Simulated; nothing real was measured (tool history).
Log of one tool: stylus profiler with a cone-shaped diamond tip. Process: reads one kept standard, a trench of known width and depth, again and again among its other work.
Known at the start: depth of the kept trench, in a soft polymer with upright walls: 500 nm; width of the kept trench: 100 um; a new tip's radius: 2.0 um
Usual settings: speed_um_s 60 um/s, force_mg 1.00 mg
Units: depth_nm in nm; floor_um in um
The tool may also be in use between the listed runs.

run 1 hour=0.0 | speed_um_s=60 force_mg=1.00 | depth_nm=502.41 floor_um=96.36
run 2 hour=9.1 | speed_um_s=60 force_mg=1.00 | depth_nm=502.35 floor_um=96.37
run 3 hour=21.5 | speed_um_s=60 force_mg=1.00 | depth_nm=502.35 floor_um=96.38
run 4 hour=31.1 | speed_um_s=60 force_mg=1.00 | depth_nm=502.34 floor_um=96.29
run 5 hour=43.2 | speed_um_s=60 force_mg=1.00 | depth_nm=502.49 floor_um=96.33
run 6 hour=51.1 | speed_um_s=60 force_mg=1.00 | depth_nm=502.65 floor_um=96.32
run 7 hour=62.8 | speed_um_s=60 force_mg=1.00 | depth_nm=502.21 floor_um=96.31
run 8 hour=71.6 | speed_um_s=18 force_mg=0.64 | depth_nm=501.62 floor_um=96.67
run 9 hour=83.3 | speed_um_s=143 force_mg=1.00 | depth_nm=502.16 floor_um=95.50
run 10 hour=92.5 | speed_um_s=25 force_mg=0.69 | depth_nm=501.88 floor_um=96.58
run 11 hour=106.7 | speed_um_s=88 force_mg=0.88 | depth_nm=502.08 floor_um=95.95
run 12 hour=121.3 | speed_um_s=88 force_mg=0.88 | depth_nm=501.99 floor_um=95.93
run 13 hour=133.7 | speed_um_s=30 force_mg=0.65 | depth_nm=501.46 floor_um=96.50
run 14 hour=143.2 | speed_um_s=46 force_mg=1.72 | depth_nm=503.85 floor_um=96.47

4 ways to go on from here, each from the tool as it stands after run 14. What would each give?
run A hour=152.2 | speed_um_s=46 force_mg=2.87 | depth_nm=? floor_um=?
run B hour=152.2 | speed_um_s=56 force_mg=0.58 | depth_nm=? floor_um=?
run C hour=152.2 | speed_um_s=68 force_mg=1.72 | depth_nm=? floor_um=?
run D hour=152.2 | speed_um_s=57 force_mg=1.51 | depth_nm=? floor_um=?

run=A depth_nm=505.26 floor_um=96.57
run=B depth_nm=501.61 floor_um=96.11
run=C depth_nm=503.87 floor_um=96.29
run=D depth_nm=503.18 floor_um=96.39
Without the tool's hidden state the same runs would have given:
run=A depth_nm=505.95 floor_um=97.13
run=B depth_nm=502.29 floor_um=96.68
run=C depth_nm=504.55 floor_um=96.85
run=D depth_nm=503.86 floor_um=96.96
